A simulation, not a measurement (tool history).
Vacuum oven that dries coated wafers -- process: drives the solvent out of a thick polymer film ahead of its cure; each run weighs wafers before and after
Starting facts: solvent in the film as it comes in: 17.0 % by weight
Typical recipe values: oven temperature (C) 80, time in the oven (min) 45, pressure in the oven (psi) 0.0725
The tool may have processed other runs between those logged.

run,hour,oven temperature (C),time in the oven (min),pressure in the oven (psi),solvent left in the film (%)
1,0,80,45,0.0725,3.86
2,77.4,80,45,0.0725,3.86
3,142.2,80,45,0.1588,3.97
4,240.9,80,55,0.1588,3.11
5,311.1,80,45,0.0725,3.78
6,383.6,80,35,0.0725,4.87
7,461.7,80,35,0.0725,5.07
8,559.2,80,35,0.0725,5.05
9,603.7,80,35,0.0725,5.13
10,657.2,80,35,0.0725,4.97
11,721.9,80,35,0.0725,4.98
12,785.8,80,59,0.0725,2.55
13,859.3,80,59,0.0725,2.64
14,939.2,80,59,0.0725,2.61
15,1025,80,59,0.0725,2.61
16,1075.4,80,59,0.0725,2.56
17,1163.1,80,45,0.0674,3.69
18,1242.6,80,45,0.0924,3.83
19,1325.2,80,72,0.0725,1.75
20,1386.9,80,72,0.0725,1.83
21,1473.3,80,72,0.0725,1.81
22,1513.3,80,74,0.1289,1.85
23,1583,76,36,0.0725,6.11
24,1647.3,76,62,0.1149,3.68
25,1729,85,45,0.0439,2.27
26,1787.5,83,45,0.1552,3.07
27,1849,89,43,0.0441,1.6
28,1936.3,89,43,0.0441,1.53
29,1987.2,71,34,0.2899,8.61
30,2061.1,94,30,0.0725,1.75
31,2159.4,94,44,0.1023,0.77
32,2244,92,80,0.0725,0.32
33,2332.5,83,32,0.0701,4.4
34,2382.5,81,28,0.1049,5.79
35,2463.7,69,28,0.2872,9.81
36,2541.8,69,28,0.2872,9.96
37,2637.2,80,26,0.0725,6.54
# hour 2694.6: oven's thermocouples calibrated
38,2733.2,80,24,0.0648,6.94
39,2790.4,83,45,0.0725,2.87

Each row is a separate what-if for the run after 39, all from the same tool condition, not one after another. Results?
A,2878,66,56,0.174,?
B,2878,83,48,0.0725,?
C,2878,83,45,0.0587,?
D,2878,90,45,0.1305,?
E,2878,83,23,0.1579,?

run,solvent left in the film (%)
A,7.74
B,2.61
C,2.81
D,1.47
E,6.46
With the hidden condition removed and each run's random variation left untouched, the same runs would have given:
run,solvent left in the film (%)
A,7.71
B,2.58
C,2.79
D,1.45
E,6.44
